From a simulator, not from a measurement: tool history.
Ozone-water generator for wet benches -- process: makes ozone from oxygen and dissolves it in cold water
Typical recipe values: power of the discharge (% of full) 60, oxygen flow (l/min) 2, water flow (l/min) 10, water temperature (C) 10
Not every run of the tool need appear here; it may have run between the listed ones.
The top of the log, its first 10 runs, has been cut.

| run | day | power of the discharge (% of full) | oxygen flow (l/min) | water flow (l/min) | water temperature (C) | hours of work since the electrodes were changed | hours of work since the contactor was cleaned | hours of work since the thermometer was calibrated | dissolved ozone (ppm) | ozone in the gas ahead of the water (g/m3) |
|---|---|---|---|---|---|---|---|---|---|---|
| 11 | 14.838 | 60 | 2 | 10 | 6 | 1420 | 77 | 3203 | 22.2 | 198.9 |
| 12 | 16.783 | 60 | 2 | 10 | 10 | 1456 | 113 | 3239 | 21.2 | 193.3 |
| 13 | 17.762 | 60 | 2 | 10 | 5 | 1474 | 131 | 3257 | 22.7 | 196.4 |
| 14 | 19.554 | 75 | 2 | 10 | 10 | 1508 | 164 | 3290 | 25.1 | 231.2 |
| 15 | 21.429 | 60 | 2 | 10 | 10 | 1542 | 199 | 3325 | 21.3 | 195.5 |
| 16 | 22.588 | 60 | 2 | 10 | 10 | 1564 | 220 | 3346 | 21.2 | 194 |
| 17 | 24.3 | 87 | 2 | 10 | 10 | 1596 | 252 | 3378 | 27.2 | 253.9 |
| 18 | 26.179 | 45 | 2.59 | 10 | 8 | 1630 | 287 | 3413 | 18.7 | 142.6 |
| 19 | 27.558 | 45 | 2.59 | 10 | 8 | 1656 | 312 | 3438 | 18.7 | 144 |
| 20 | 29.012 | 47 | 2 | 10 | 10 | 1683 | 339 | 3465 | 17.8 | 165.8 |
| 21 | 29.988 | 60 | 2 | 14 | 7 | 1701 | 357 | 3483 | 16 | 196.1 |
| 22 | 32.042 | 62 | 2 | 9 | 10 | 1739 | 395 | 3522 | 23.7 | 201 |
| 23 | 33.075 | 62 | 2 | 9 | 10 | 1758 | 414 | 3541 | 24 | 197.9 |
| 24 | 34.758 | 60 | 2.28 | 12 | 10 | 1789 | 445 | 3572 | 18.8 | 184.7 |
| 25 | 35.867 | 74 | 2.28 | 12 | 9 | 1810 | 466 | 3592 | 21.8 | 211.8 |

Run 26 has not been measured yet. What should we expect?
| 26 | 36.729 | 94 | 2.28 | 6 | 8 | 1826 | 482 | 3608 | ? | ? |

Run 26 measured dissolved ozone (ppm) 43.6, ozone in the gas ahead of the water (g/m3) 252.6.
Were there no unlogged condition in the tool, this run, its random variation unchanged, would have produced dissolved ozone (ppm) 47.1, ozone in the gas ahead of the water (g/m3) 270.7.

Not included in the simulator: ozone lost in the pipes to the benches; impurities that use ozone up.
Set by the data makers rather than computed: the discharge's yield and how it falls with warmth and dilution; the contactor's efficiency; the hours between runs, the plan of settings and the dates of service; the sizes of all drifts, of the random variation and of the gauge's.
